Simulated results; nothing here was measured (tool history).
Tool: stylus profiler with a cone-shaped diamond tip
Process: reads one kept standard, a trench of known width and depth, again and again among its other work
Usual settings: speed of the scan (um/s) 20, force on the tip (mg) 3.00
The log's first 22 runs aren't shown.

| run | hour | speed of the scan (um/s) | force on the tip (mg) | scans with this tip | hours of work since the height scale was calibrated | depth of the trench (angstrom) | width of the trench's floor (nm) |
|---|---|---|---|---|---|---|---|
| 23 | 373.3 | 23 | 3.00 | 225 | 16 | 5065.1 | 96840 |
| 24 | 396.1 | 10 | 1.14 | 412 | 28 | 5031.6 | 96810 |
| 25 | 414.2 | 12 | 7.68 | 558 | 39 | 5120.8 | 96810 |
| 26 | 424.3 | 12 | 7.68 | 641 | 44 | 5120.9 | 96780 |
| 27 | 438.2 | 15 | 1.81 | 754 | 52 | 5044.4 | 96700 |
| 28 | 452.9 | 20 | 4.98 | 875 | 60 | 5092.1 | 96690 |
| 29 | 466.9 | 51 | 3.00 | 988 | 68 | 5062.5 | 96450 |
| 30 | 479.5 | 29 | 7.82 | 1091 | 75 | 5121.0 | 96590 |
| 31 | 502.8 | 29 | 7.82 | 1281 | 88 | 5120.2 | 96580 |
| 32 | 516.5 | 29 | 7.82 | 1392 | 96 | 5121.1 | 96560 |
| 33 | 539.3 | 7 | 1.53 | 1579 | 109 | 5039.4 | 96520 |
| 34 | 550.9 | 16 | 5.29 | 1673 | 116 | 5093.9 | 96430 |

The next listed run, before its measurement:
| 35 | 562.7 | 41 | 5.18 | 1769 | 122 | ? | ? |

depth of the trench (angstrom): 5092.5
width of the trench's floor (nm): 96340
Without the tool's hidden state the same run would have given depth of the trench (angstrom) 5094.1, width of the trench's floor (nm) 96860.
